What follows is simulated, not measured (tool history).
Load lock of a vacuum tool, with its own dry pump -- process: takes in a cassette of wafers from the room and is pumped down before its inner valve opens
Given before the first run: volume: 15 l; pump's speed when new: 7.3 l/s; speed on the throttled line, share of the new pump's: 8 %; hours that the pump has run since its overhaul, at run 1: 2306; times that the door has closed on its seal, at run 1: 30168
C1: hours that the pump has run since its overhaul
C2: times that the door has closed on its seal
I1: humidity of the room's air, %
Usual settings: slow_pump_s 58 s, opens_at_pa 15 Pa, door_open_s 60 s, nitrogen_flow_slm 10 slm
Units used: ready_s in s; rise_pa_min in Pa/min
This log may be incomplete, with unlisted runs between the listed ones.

Run 1, hour 0: usual settings; C1 2306; C2 30168; I1 43.5. Result: ready_s 71.8 s, rise_pa_min 0.41 Pa/min.
Run 2, hour 70.4: usual settings; C1 2376; C2 30443; I1 45. Result: ready_s 71.9 s, rise_pa_min 0.43 Pa/min.
Run 3, hour 160.6: usual settings; C1 2467; C2 30794; I1 40. Result: ready_s 72 s, rise_pa_min 0.424 Pa/min.
Run 4, hour 235.2: usual settings; C1 2541; C2 31085; I1 46.6. Result: ready_s 71.4 s, rise_pa_min 0.429 Pa/min.
Run 5, hour 329: usual settings; C1 2635; C2 31451; I1 46.2. Result: ready_s 71.7 s, rise_pa_min 0.448 Pa/min.
Run 6, hour 378.4: usual settings; C1 2684; C2 31644; I1 46. Result: ready_s 71.8 s, rise_pa_min 0.451 Pa/min.
Run 7, hour 463.5: usual settings but door_open_s 154 s; C1 2769; C2 31976; I1 46.9. Result: ready_s 71.7 s, rise_pa_min 0.488 Pa/min.
Run 8, hour 522.3: usual settings but slow_pump_s 57 s, nitrogen_flow_slm 30 slm; C1 2828; C2 32205; I1 43.6. Result: ready_s 70.3 s, rise_pa_min 0.436 Pa/min.
Run 9, hour 594.1: usual settings but slow_pump_s 59 s, opens_at_pa 23 Pa, door_open_s 27 s, nitrogen_flow_slm 30 slm; C1 2900; C2 32485; I1 44.2. Result: ready_s 72.1 s, rise_pa_min 0.426 Pa/min.
Run 10, hour 646.1: usual settings but slow_pump_s 59 s, opens_at_pa 23 Pa, door_open_s 27 s, nitrogen_flow_slm 30 slm; C1 2952; C2 32687; I1 43.7. Result: ready_s 71.4 s, rise_pa_min 0.427 Pa/min.
Run 11, hour 728.5: usual settings but slow_pump_s 108 s, opens_at_pa 20 Pa, door_open_s 75 s, nitrogen_flow_slm 6 slm; C1 3034; C2 33009; I1 40.5. Result: ready_s 116 s, rise_pa_min 0.481 Pa/min.
At hour 771.9: door's seal changed, seat wiped.
Run 12, hour 775.4: usual settings but opens_at_pa 20 Pa, door_open_s 204 s; C1 3080; C2 14; I1 44.5. Result: ready_s 71.2 s, rise_pa_min 0.102 Pa/min.
Run 13, hour 858: usual settings but opens_at_pa 20 Pa, door_open_s 204 s; C1 3162; C2 336; I1 48.1. Result: ready_s 70.8 s, rise_pa_min 0.106 Pa/min.
Run 14, hour 932: usual settings but opens_at_pa 18 Pa; C1 3236; C2 625; I1 45.2. Result: ready_s 71.1 s, rise_pa_min 0.069 Pa/min.

What if the next run were any one of these 5? Each begins from the tool's condition after run 14:
Run A, hour 993.9: usual settings but opens_at_pa 28 Pa, nitrogen_flow_slm 4 slm; C1 3298; C2 866; I1 41.4. Result: ready_s ?, rise_pa_min ?.
Run B, hour 993.9: usual settings but door_open_s 75 s; C1 3298; C2 866; I1 46.1. Result: ready_s ?, rise_pa_min ?.
Run C, hour 993.9: usual settings but slow_pump_s 73 s, opens_at_pa 17 Pa, nitrogen_flow_slm 7 slm; C1 3298; C2 866; I1 44.3. Result: ready_s ?, rise_pa_min ?.
Run D, hour 993.9: usual settings but opens_at_pa 18 Pa, door_open_s 47 s; C1 3298; C2 866; I1 46.2. Result: ready_s ?, rise_pa_min ?.
Run E, hour 993.9: usual settings but slow_pump_s 39 s, opens_at_pa 18 Pa; C1 3298; C2 866; I1 42.5. Result: ready_s ?, rise_pa_min ?.

run  ready_s  rise_pa_min
  A     70.4        0.086
  B     71.2        0.073
  C     85.9        0.079
  D       71        0.066
  E     53.9        0.067
Take away the tool's hidden state, keep each run's random variation, and the runs would have read:
run  ready_s  rise_pa_min
  A     70.1        0.085
  B     70.9        0.073
  C     85.6        0.078
  D     70.7        0.065
  E     53.6        0.066
